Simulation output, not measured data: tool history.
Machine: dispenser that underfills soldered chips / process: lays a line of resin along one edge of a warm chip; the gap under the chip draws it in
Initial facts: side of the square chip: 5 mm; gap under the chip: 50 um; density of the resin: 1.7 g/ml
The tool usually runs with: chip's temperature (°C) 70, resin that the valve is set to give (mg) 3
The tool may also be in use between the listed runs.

run  hour  chip's temperature (°C)  resin that the valve is set to give (mg)  time until the resin shows at the far edge (s)  resin that the valve gave (mg)
  1     0                       70                                         3                                            41.6                            2.88
  2   5.5                       70                                         3                                            47.6                            2.88
     11.6  -- new syringe of resin
  3  12.8                       70                                      3.31                                            36.7                            3.13
  4  16.2                       70                                      3.64                                            40.4                            3.46
  5  22.6                       70                                         3                                            47.7                            2.83
  6  26.3                       70                                         3                                              53                            2.81
     27.7  -- dispensing valve cleaned and set on the balance
     30.9  -- new syringe of resin
  7  34.3                       78                                      2.59                                            28.6                            2.57
  8  38.2                       72                                      2.82                                            39.7                            2.81
  9  44.8                       81                                      2.78                                            30.3                            2.77
 10  48.5                       81                                      2.78                                            33.6                            2.76
     49.2  -- new syringe of resin
 11  54.1                       66                                      2.78                                              50                            2.76

Each row is a separate what-if for the run after 11, all from the same tool condition, not one after another. Results?
  A  60.7                       84                                         3                                               ?                               ?
  B  60.7                       74                                      2.78                                               ?                               ?
  C  60.7                       68                                      2.97                                               ?                               ?

run  time until the resin shows at the far edge (s)  resin that the valve gave (mg)
  A                                            25.4                            2.98
  B                                            39.1                            2.76
  C                                              53                            2.92
The same runs, with their run-to-run variation unchanged, on a tool lacking any hidden condition would have given:
run  time until the resin shows at the far edge (s)  resin that the valve gave (mg)
  A                                            19.6                            3.02
  B                                              30                            2.79
  C                                            40.8                            2.96

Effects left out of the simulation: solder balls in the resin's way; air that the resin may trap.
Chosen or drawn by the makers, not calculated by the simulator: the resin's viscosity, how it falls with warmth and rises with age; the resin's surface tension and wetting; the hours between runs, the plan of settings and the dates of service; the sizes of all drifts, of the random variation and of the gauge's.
